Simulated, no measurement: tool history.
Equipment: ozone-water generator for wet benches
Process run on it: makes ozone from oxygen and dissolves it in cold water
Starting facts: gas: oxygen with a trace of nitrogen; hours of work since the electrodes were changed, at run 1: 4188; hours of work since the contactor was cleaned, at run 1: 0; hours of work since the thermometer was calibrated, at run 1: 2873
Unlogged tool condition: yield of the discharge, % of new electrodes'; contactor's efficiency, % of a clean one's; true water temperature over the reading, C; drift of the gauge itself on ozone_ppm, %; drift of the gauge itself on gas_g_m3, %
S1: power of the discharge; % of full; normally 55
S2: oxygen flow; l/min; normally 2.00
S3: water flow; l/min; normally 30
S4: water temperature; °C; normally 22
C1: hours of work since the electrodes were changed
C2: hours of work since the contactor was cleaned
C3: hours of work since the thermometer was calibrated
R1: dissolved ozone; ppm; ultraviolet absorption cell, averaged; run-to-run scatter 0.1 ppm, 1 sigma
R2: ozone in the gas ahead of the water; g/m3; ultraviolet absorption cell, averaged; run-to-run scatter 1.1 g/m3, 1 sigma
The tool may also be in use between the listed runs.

run,hour,S1,S2,S3,S4,C1,C2,C3,R1,R2
1,0.0,55,2.00,30,22,4188,0,2873,6.5,190.3
2,143.1,58,2.00,30,22,4313,125,2998,6.7,196.2
3,265.4,58,2.00,30,22,4420,232,3104,6.7,194.1
4,424.2,58,2.00,30,22,4559,371,3243,6.6,194.8
5,537.3,58,2.00,30,22,4658,470,3342,6.4,193.2
# hour 627.0: water thermometer calibrated
6,639.1,55,2.00,30,22,4746,558,11,6.3,189.2
7,819.0,55,2.00,30,18,4903,715,168,6.5,189.7
8,912.6,55,3.23,30,22,4985,797,250,6.9,139.9
9,999.9,55,3.23,30,22,5062,873,326,6.9,140.7
10,1110.8,55,2.00,29,22,5159,970,423,6.7,187.8
11,1225.6,55,2.00,29,22,5259,1071,523,6.4,189.6
12,1313.4,55,1.34,30,14,5336,1147,600,6.1,240.9
13,1449.0,51,1.74,21,24,5454,1266,718,8.4,199.0
14,1572.1,61,2.98,32,27,5562,1374,826,6.4,154.8
15,1664.3,49,1.04,45,15,5642,1454,907,3.3,262.3
16,1860.2,49,1.04,45,15,5813,1625,1078,3.1,264.1
17,2047.7,61,1.18,38,22,5977,1789,1242,4.3,274.9
18,2213.6,61,1.18,38,22,6122,1934,1387,4.4,272.8

What will run 19 give?
19,2340.9,61,1.18,38,22,6233,2045,1498,?,?

R1: 4.4 ppm
R2: 271.9 g/m3
Minus the tool's unlogged condition, the same run would have read R1 4.8 ppm, R2 288.5 g/m3.

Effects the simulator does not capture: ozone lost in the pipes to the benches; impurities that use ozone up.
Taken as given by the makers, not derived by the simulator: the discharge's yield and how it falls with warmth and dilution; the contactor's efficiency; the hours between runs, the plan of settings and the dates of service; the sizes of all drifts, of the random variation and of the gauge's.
